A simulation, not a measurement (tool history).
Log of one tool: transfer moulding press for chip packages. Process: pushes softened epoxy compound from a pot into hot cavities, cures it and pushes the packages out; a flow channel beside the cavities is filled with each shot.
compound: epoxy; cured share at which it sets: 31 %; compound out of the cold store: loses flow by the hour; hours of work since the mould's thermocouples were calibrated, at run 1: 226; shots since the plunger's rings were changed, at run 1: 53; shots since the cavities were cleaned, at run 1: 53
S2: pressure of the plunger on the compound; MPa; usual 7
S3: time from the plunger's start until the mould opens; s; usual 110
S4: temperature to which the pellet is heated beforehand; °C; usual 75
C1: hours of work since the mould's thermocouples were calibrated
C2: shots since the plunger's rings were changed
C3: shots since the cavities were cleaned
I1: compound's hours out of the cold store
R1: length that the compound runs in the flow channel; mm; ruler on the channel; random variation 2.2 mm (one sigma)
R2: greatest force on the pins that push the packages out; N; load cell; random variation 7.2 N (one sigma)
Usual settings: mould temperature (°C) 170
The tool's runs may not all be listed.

Run 1, hour 0: usual settings; C1 226; C2 53; C3 53; I1 46.4. Result: R1 493 mm, R2 310 N.
Run 2, hour 10: usual settings; C1 233; C2 183; C3 183; I1 30.6. Result: R1 522 mm, R2 431 N.
Run 3, hour 22.8: usual settings; C1 243; C2 349; C3 349; I1 32.8. Result: R1 516 mm, R2 493 N.
Run 4, hour 32.1: usual settings; C1 251; C2 470; C3 470; I1 25.1. Result: R1 535 mm, R2 539 N.
Run 5, hour 43.8: usual settings; C1 260; C2 623; C3 623; I1 19.7. Result: R1 544 mm, R2 576 N.
Run 6, hour 50.4: usual settings; C1 265; C2 708; C3 708; I1 25.5. Result: R1 532 mm, R2 578 N.
Run 7, hour 57.5: usual settings; C1 271; C2 801; C3 801; I1 43.2. Result: R1 493 mm, R2 583 N.
At hour 64.7: cavities cleaned with cleaning compound and waxed.
Run 8, hour 71.9: usual settings but mould temperature (°C) 168; C1 281; C2 969; C3 94; I1 26.2. Result: R1 527 mm, R2 389 N.
Run 9, hour 78: usual settings but S3 103 s; C1 285; C2 1048; C3 173; I1 13.8. Result: R1 552 mm, R2 457 N.
Run 10, hour 84.2: usual settings but S3 103 s; C1 290; C2 1129; C3 254; I1 21.8. Result: R1 533 mm, R2 518 N.
Run 11, hour 97.4: usual settings but S3 103 s; C1 301; C2 1301; C3 426; I1 37.8. Result: R1 500 mm, R2 581 N.
At hour 101.7: mould's thermocouples calibrated.
Run 12, hour 106.2: usual settings but S3 103 s; C1 3; C2 1389; C3 514; I1 38.2. Result: R1 494 mm, R2 616 N.
Run 13, hour 112.2: usual settings but S4 84 °C; C1 8; C2 1466; C3 591; I1 10.9. Result: R1 558 mm, R2 613 N.
Run 14, hour 123: usual settings but S4 84 °C; C1 17; C2 1607; C3 732; I1 18. Result: R1 540 mm, R2 607 N.
Run 15, hour 130.2: usual settings but mould temperature (°C) 172, S2 7.12 MPa, S3 114 s; C1 22; C2 1701; C3 826; I1 27.5. Result: R1 514 mm, R2 570 N.
At hour 135: cavities cleaned with cleaning compound and waxed.
Run 16, hour 139.6: usual settings but mould temperature (°C) 165, S2 5.33 MPa, S3 114 s; C1 28; C2 1804; C3 60; I1 18.1. Result: R1 483 mm, R2 458 N.
Run 17, hour 147: usual settings but mould temperature (°C) 165, S2 5.33 MPa, S3 114 s; C1 34; C2 1900; C3 156; I1 47. Result: R1 429 mm, R2 491 N.
Run 18, hour 159.9: usual settings but mould temperature (°C) 165, S2 5.33 MPa, S3 114 s; C1 44; C2 2068; C3 324; I1 46.6. Result: R1 427 mm, R2 616 N.
Run 19, hour 170.3: usual settings but mould temperature (°C) 165, S2 5.33 MPa, S3 114 s; C1 52; C2 2203; C3 459; I1 38.7. Result: R1 439 mm, R2 675 N.
Run 20, hour 178.7: usual settings but mould temperature (°C) 165, S2 5.33 MPa, S3 114 s; C1 59; C2 2313; C3 569; I1 34.2. Result: R1 449 mm, R2 689 N.
Run 21, hour 188.2: usual settings but mould temperature (°C) 173, S2 7.2 MPa, S3 114 s, S4 71 °C; C1 67; C2 2437; C3 693; I1 36.9. Result: R1 491 mm, R2 540 N.
At hour 203: cavities cleaned with cleaning compound and waxed.
Run 22, hour 203.3: usual settings but mould temperature (°C) 169, S4 68 °C; C1 77; C2 2613; C3 4; I1 37. Result: R1 490 mm, R2 312 N.
Run 23, hour 209.9: usual settings but mould temperature (°C) 169, S4 68 °C; C1 82; C2 2699; C3 90; I1 16.4. Result: R1 532 mm, R2 397 N.
Run 24, hour 217: usual settings but S2 8.54 MPa, S4 68 °C; C1 88; C2 2791; C3 182; I1 42.5. Result: R1 526 mm, R2 418 N.
Run 25, hour 224.4: usual settings but S2 8.54 MPa, S4 68 °C; C1 94; C2 2887; C3 278; I1 41.8. Result: R1 529 mm, R2 477 N.
Run 26, hour 235.8: usual settings but mould temperature (°C) 174, S2 6.41 MPa, S3 125 s, S4 69 °C; C1 103; C2 3036; C3 427; I1 10.9. Result: R1 505 mm, R2 458 N.
Run 27, hour 241.5: usual settings but S3 131 s; C1 107; C2 3110; C3 501; I1 46.1. Result: R1 470 mm, R2 467 N.
Run 28, hour 251.8: usual settings but S4 66 °C; C1 115; C2 3244; C3 635; I1 30.9. Result: R1 493 mm, R2 594 N.

5 ways to go on from here, each from the tool as it stands after run 28. What would each give?
Run A, hour 263.7: usual settings but S2 8.6 MPa, S4 77 °C; C1 124; C2 3398; C3 789; I1 47.8. Result: R1 ?, R2 ?.
Run B, hour 263.7: usual settings but mould temperature (°C) 174, S3 105 s; C1 124; C2 3398; C3 789; I1 40.9. Result: R1 ?, R2 ?.
Run C, hour 263.7: usual settings but S4 76 °C; C1 124; C2 3398; C3 789; I1 30.8. Result: R1 ?, R2 ?.
Run D, hour 263.7: usual settings but S3 95 s; C1 124; C2 3398; C3 789; I1 44.2. Result: R1 ?, R2 ?.
Run E, hour 263.7: usual settings but S2 6.07 MPa, S3 95 s; C1 124; C2 3398; C3 789; I1 16.3. Result: R1 ?, R2 ?.

run   R1   R2
  A  513  602
  B  468  557
  C  495  609
  D  472  742
  E  486  797
Without the tool's hidden state the same runs would have given:
run   R1   R2
  A  544  293
  B  496  270
  C  525  296
  D  500  358
  E  515  385

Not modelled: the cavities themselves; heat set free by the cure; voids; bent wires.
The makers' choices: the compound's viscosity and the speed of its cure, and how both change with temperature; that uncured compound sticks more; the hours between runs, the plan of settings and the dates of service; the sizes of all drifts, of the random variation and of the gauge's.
